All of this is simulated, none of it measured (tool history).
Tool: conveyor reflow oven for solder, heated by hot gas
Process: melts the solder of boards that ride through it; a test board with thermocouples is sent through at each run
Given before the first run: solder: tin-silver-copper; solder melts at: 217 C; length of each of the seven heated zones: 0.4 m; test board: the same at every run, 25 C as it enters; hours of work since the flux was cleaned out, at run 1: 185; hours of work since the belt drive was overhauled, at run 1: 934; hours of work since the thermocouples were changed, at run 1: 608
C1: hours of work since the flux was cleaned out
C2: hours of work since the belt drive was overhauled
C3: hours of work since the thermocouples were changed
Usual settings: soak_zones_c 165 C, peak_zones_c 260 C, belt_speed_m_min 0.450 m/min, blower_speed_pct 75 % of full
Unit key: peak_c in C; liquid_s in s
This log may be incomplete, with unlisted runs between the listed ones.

run 1 day=0.000 | soak_zones_c=165 peak_zones_c=260 belt_speed_m_min=0.450 blower_speed_pct=75 | C1=185 C2=934 C3=608 | peak_c=246.7 liquid_s=71.3
run 2 day=1.088 | soak_zones_c=165 peak_zones_c=260 belt_speed_m_min=0.450 blower_speed_pct=75 | C1=200 C2=949 C3=623 | peak_c=246.5 liquid_s=71.8
run 3 day=2.167 | soak_zones_c=165 peak_zones_c=260 belt_speed_m_min=0.450 blower_speed_pct=75 | C1=215 C2=964 C3=638 | peak_c=246.2 liquid_s=71.5
run 4 day=3.342 | soak_zones_c=154 peak_zones_c=260 belt_speed_m_min=0.450 blower_speed_pct=75 | C1=231 C2=980 C3=654 | peak_c=244.6 liquid_s=64.7
run 5 day=4.308 | soak_zones_c=154 peak_zones_c=260 belt_speed_m_min=0.450 blower_speed_pct=75 | C1=244 C2=993 C3=667 | peak_c=244.7 liquid_s=64.8
run 6 day=4.962 | soak_zones_c=154 peak_zones_c=260 belt_speed_m_min=0.450 blower_speed_pct=75 | C1=253 C2=1002 C3=676 | peak_c=244.8 liquid_s=64.6
run 7 day=5.704 | soak_zones_c=154 peak_zones_c=260 belt_speed_m_min=0.450 blower_speed_pct=75 | C1=263 C2=1012 C3=686 | peak_c=244.6 liquid_s=64.6
run 8 day=6.646 | soak_zones_c=154 peak_zones_c=260 belt_speed_m_min=0.450 blower_speed_pct=75 | C1=276 C2=1025 C3=699 | peak_c=244.7 liquid_s=64.4
run 9 day=7.658 | soak_zones_c=165 peak_zones_c=260 belt_speed_m_min=0.450 blower_speed_pct=75 | C1=290 C2=1039 C3=713 | peak_c=246.3 liquid_s=71.8
run 10 day=8.667 | soak_zones_c=169 peak_zones_c=260 belt_speed_m_min=0.450 blower_speed_pct=75 | C1=304 C2=1053 C3=727 | peak_c=246.8 liquid_s=74.2
run 11 day=9.404 | soak_zones_c=169 peak_zones_c=260 belt_speed_m_min=0.450 blower_speed_pct=57 | C1=314 C2=1063 C3=737 | peak_c=242.3 liquid_s=66.1
run 12 day=10.554 | soak_zones_c=170 peak_zones_c=270 belt_speed_m_min=0.504 blower_speed_pct=78 | C1=330 C2=1078 C3=752 | peak_c=252.8 liquid_s=71.3
run 13 day=11.625 | soak_zones_c=170 peak_zones_c=270 belt_speed_m_min=0.504 blower_speed_pct=78 | C1=344 C2=1093 C3=767 | peak_c=252.6 liquid_s=70.9
run 14 day=12.350 | soak_zones_c=157 peak_zones_c=260 belt_speed_m_min=0.450 blower_speed_pct=67 | C1=354 C2=1103 C3=777 | peak_c=242.7 liquid_s=62.4

3 options for the next run, each taken on its own from the tool as it stands now. Forecast them:
run A day=12.950 | soak_zones_c=165 peak_zones_c=260 belt_speed_m_min=0.477 blower_speed_pct=65 | C1=362 C2=1111 C3=785 | peak_c=? liquid_s=?
run B day=12.950 | soak_zones_c=174 peak_zones_c=250 belt_speed_m_min=0.450 blower_speed_pct=74 | C1=362 C2=1111 C3=785 | peak_c=? liquid_s=?
run C day=12.950 | soak_zones_c=174 peak_zones_c=260 belt_speed_m_min=0.450 blower_speed_pct=67 | C1=362 C2=1111 C3=785 | peak_c=? liquid_s=?

run=A peak_c=241.9 liquid_s=59.8
run=B peak_c=238.7 liquid_s=66.0
run=C peak_c=245.7 liquid_s=75.1
Stripped of hidden state, with their random variation kept, the same runs would have yielded:
run=A peak_c=240.8 liquid_s=56.8
run=B peak_c=237.5 liquid_s=62.7
run=C peak_c=244.4 liquid_s=71.7
